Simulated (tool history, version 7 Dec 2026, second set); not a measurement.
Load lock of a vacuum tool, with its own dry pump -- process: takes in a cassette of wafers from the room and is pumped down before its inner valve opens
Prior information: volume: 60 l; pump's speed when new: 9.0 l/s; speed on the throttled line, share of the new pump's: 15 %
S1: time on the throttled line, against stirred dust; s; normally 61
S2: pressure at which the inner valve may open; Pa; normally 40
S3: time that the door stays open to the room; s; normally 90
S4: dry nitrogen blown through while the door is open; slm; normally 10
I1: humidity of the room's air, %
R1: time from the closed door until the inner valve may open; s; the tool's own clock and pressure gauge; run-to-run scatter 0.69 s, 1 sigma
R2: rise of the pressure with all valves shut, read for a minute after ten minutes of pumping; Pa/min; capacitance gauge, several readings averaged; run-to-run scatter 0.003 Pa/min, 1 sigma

Run 1, hour 0: usual settings; I1 44.6. Result: R1 118.8 s, R2 0.144 Pa/min.
Run 2, hour 374.4: usual settings; I1 43.1. Result: R1 118.2 s, R2 0.157 Pa/min.
At hour 526.5: dry pump taken out, an overhauled one fitted.
Run 3, hour 670.1: usual settings; I1 46.2. Result: R1 104.7 s, R2 0.16 Pa/min.
Run 4, hour 1057: usual settings; I1 43.6. Result: R1 105.1 s, R2 0.16 Pa/min.
Run 5, hour 1233.2: usual settings; I1 46.2. Result: R1 105.2 s, R2 0.168 Pa/min.
Run 6, hour 1508.1: usual settings but S2 68 Pa; I1 46.6. Result: R1 99.7 s, R2 0.172 Pa/min.
Run 7, hour 1848.8: usual settings but S2 68 Pa; I1 47. Result: R1 101.9 s, R2 0.174 Pa/min.
Run 8, hour 2147.2: usual settings but S2 68 Pa; I1 44.6. Result: R1 102.1 s, R2 0.182 Pa/min.
Run 9, hour 2524.2: usual settings but S2 68 Pa; I1 43.8. Result: R1 101.2 s, R2 0.188 Pa/min.
Run 10, hour 2893.8: usual settings but S2 68 Pa, S4 5 slm; I1 50.1. Result: R1 102 s, R2 0.197 Pa/min.
Run 11, hour 3290.2: usual settings but S2 68 Pa, S4 5 slm; I1 45.8. Result: R1 102.7 s, R2 0.205 Pa/min.
At hour 3392.4: door's seal changed, seat wiped.
Run 12, hour 3684.4: usual settings but S2 68 Pa, S4 5 slm; I1 45.9. Result: R1 101.7 s, R2 0.041 Pa/min.
Run 13, hour 4057.1: usual settings but S2 68 Pa, S4 5 slm; I1 47.2. Result: R1 102.8 s, R2 0.041 Pa/min.
Run 14, hour 4361.6: usual settings but S2 68 Pa, S4 5 slm; I1 46.9. Result: R1 103 s, R2 0.035 Pa/min.
Run 15, hour 4678.9: usual settings but S3 28 s; I1 44.1. Result: R1 106.1 s, R2 0.021 Pa/min.
Run 16, hour 4901.9: usual settings but S3 28 s, S4 9 slm; I1 45.7. Result: R1 107 s, R2 0.026 Pa/min.
Run 17, hour 5168.7: usual settings but S4 5 slm; I1 45.5. Result: R1 107.2 s, R2 0.045 Pa/min.
Run 18, hour 5426: usual settings but S4 5 slm; I1 41.9. Result: R1 107.4 s, R2 0.044 Pa/min.
Run 19, hour 5826.5: usual settings but S4 5 slm; I1 47. Result: R1 108.3 s, R2 0.045 Pa/min.
Run 20, hour 6020.4: usual settings but S1 113 s, S3 132 s, S4 5 slm; I1 46.7. Result: R1 152.5 s, R2 0.06 Pa/min.
Run 21, hour 6356.2: usual settings but S3 86 s; I1 46.6. Result: R1 108.3 s, R2 0.044 Pa/min.
Run 22, hour 6719.6: usual settings but S2 43 Pa, S3 38 s; I1 43.6. Result: R1 107.6 s, R2 0.035 Pa/min.
Run 23, hour 7018.8: usual settings but S1 107 s, S2 61 Pa, S3 95 s, S4 7 slm; I1 43.7. Result: R1 144.8 s, R2 0.054 Pa/min.
Run 24, hour 7186: usual settings but S1 49 s, S2 71 Pa, S3 31 s, S4 20 slm; I1 45.4. Result: R1 95.1 s, R2 0.035 Pa/min.
Run 25, hour 7410.7: usual settings but S2 52 Pa, S4 8 slm; I1 42.5. Result: R1 107.4 s, R2 0.05 Pa/min.
Run 26, hour 7652.2: usual settings but S1 85 s, S2 33 Pa, S3 38 s; I1 45.1. Result: R1 131.5 s, R2 0.038 Pa/min.
Run 27, hour 7826.5: usual settings but S1 30 s, S2 37 Pa, S3 61 s, S4 8 slm; I1 40.3. Result: R1 84.4 s, R2 0.047 Pa/min.
Run 28, hour 8171.8: usual settings but S1 30 s, S2 37 Pa, S3 55 s, S4 8 slm; I1 45.9. Result: R1 86.1 s, R2 0.046 Pa/min.
Run 29, hour 8490.1: usual settings but S1 45 s, S3 33 s; I1 45. Result: R1 97.1 s, R2 0.043 Pa/min.
Run 30, hour 8663.9: usual settings but S1 45 s, S3 33 s; I1 46.4. Result: R1 97.5 s, R2 0.046 Pa/min.
Run 31, hour 8985: usual settings but S1 34 s, S2 50 Pa, S3 33 s; I1 45.3. Result: R1 87.4 s, R2 0.047 Pa/min.
Run 32, hour 9348.7: usual settings but S1 34 s, S2 50 Pa, S3 57 s, S4 13 slm; I1 44.8. Result: R1 87 s, R2 0.06 Pa/min.
Run 33, hour 9581.9: usual settings but S1 73 s, S2 53 Pa, S3 67 s; I1 47.1. Result: R1 118.5 s, R2 0.061 Pa/min.
Run 34, hour 9948.3: usual settings but S1 73 s, S2 53 Pa, S3 67 s; I1 45.8. Result: R1 118 s, R2 0.066 Pa/min.
Run 35, hour 10227.4: usual settings but S1 88 s, S2 53 Pa, S3 140 s; I1 44.2. Result: R1 132.3 s, R2 0.079 Pa/min.
Run 36, hour 10547.3: usual settings but S1 88 s, S2 53 Pa, S3 140 s; I1 45.3. Result: R1 133.6 s, R2 0.086 Pa/min.
Run 37, hour 10949.8: usual settings but S3 190 s; I1 45.8. Result: R1 113.2 s, R2 0.094 Pa/min.

Alternative continuations, all from the tool just after run 37; predict every row:
Run A, hour 11283.1: usual settings but S2 63 Pa, S3 114 s, S4 14 slm; I1 46.9. Result: R1 ?, R2 ?.
Run B, hour 11283.1: usual settings; I1 48.1. Result: R1 ?, R2 ?.
Run C, hour 11283.1: usual settings but S3 52 s, S4 11 slm; I1 45.2. Result: R1 ?, R2 ?.

run     R1     R2
  A  110.5  0.081
  B  113.7  0.077
  C  114.3  0.069
What these runs would have given with no unlogged condition in the tool:
run     R1     R2
  A  101.8   0.03
  B  104.5  0.027
  C  105.1  0.018

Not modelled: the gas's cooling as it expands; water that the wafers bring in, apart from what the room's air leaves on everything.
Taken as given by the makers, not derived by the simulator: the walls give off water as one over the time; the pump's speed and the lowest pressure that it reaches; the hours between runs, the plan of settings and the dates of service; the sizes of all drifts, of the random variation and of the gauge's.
